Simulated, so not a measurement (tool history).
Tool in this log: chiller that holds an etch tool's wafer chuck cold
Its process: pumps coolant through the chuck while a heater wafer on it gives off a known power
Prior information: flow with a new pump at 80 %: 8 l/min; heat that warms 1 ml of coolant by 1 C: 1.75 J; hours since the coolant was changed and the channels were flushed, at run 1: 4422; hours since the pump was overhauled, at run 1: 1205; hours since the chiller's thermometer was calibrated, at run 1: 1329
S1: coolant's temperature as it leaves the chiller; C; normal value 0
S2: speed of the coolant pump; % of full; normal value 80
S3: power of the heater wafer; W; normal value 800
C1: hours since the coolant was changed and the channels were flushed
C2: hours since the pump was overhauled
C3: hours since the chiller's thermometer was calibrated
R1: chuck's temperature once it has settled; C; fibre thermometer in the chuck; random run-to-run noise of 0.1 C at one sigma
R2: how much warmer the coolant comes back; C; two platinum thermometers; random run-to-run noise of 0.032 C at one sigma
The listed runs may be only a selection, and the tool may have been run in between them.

run 1 hour=0 | S1=0 S2=80 S3=800 | C1=4422 C2=1205 C3=1329 | R1=7 R2=3.39
run 2 hour=33.8 | S1=0 S2=83 S3=800 | C1=4456 C2=1239 C3=1363 | R1=6.7 R2=3.26
run 3 hour=68.8 | S1=0 S2=71 S3=800 | C1=4491 C2=1274 C3=1398 | R1=7.8 R2=3.97
run 4 hour=86.1 | S1=0 S2=71 S3=800 | C1=4508 C2=1291 C3=1415 | R1=7.8 R2=3.94
run 5 hour=121.5 | S1=0 S2=71 S3=800 | C1=4544 C2=1327 C3=1450 | R1=7.7 R2=3.99
run 6 hour=145.6 | S1=0 S2=80 S3=800 | C1=4568 C2=1351 C3=1475 | R1=7 R2=3.52
run 7 hour=169.8 | S1=0 S2=80 S3=800 | C1=4592 C2=1375 C3=1499 | R1=6.9 R2=3.55
run 8 hour=185.7 | S1=0 S2=80 S3=800 | C1=4608 C2=1391 C3=1515 | R1=7 R2=3.52

Predict the results of run 9:
run 9 hour=212.8 | S1=0 S2=80 S3=800 | C1=4635 C2=1418 C3=1542 | R1=? R2=?

R1: 7 C
R2: 3.55 C
If the tool had no hidden condition, the same run with the same run-to-run variation would have returned R1 7 C, R2 3.42 C.
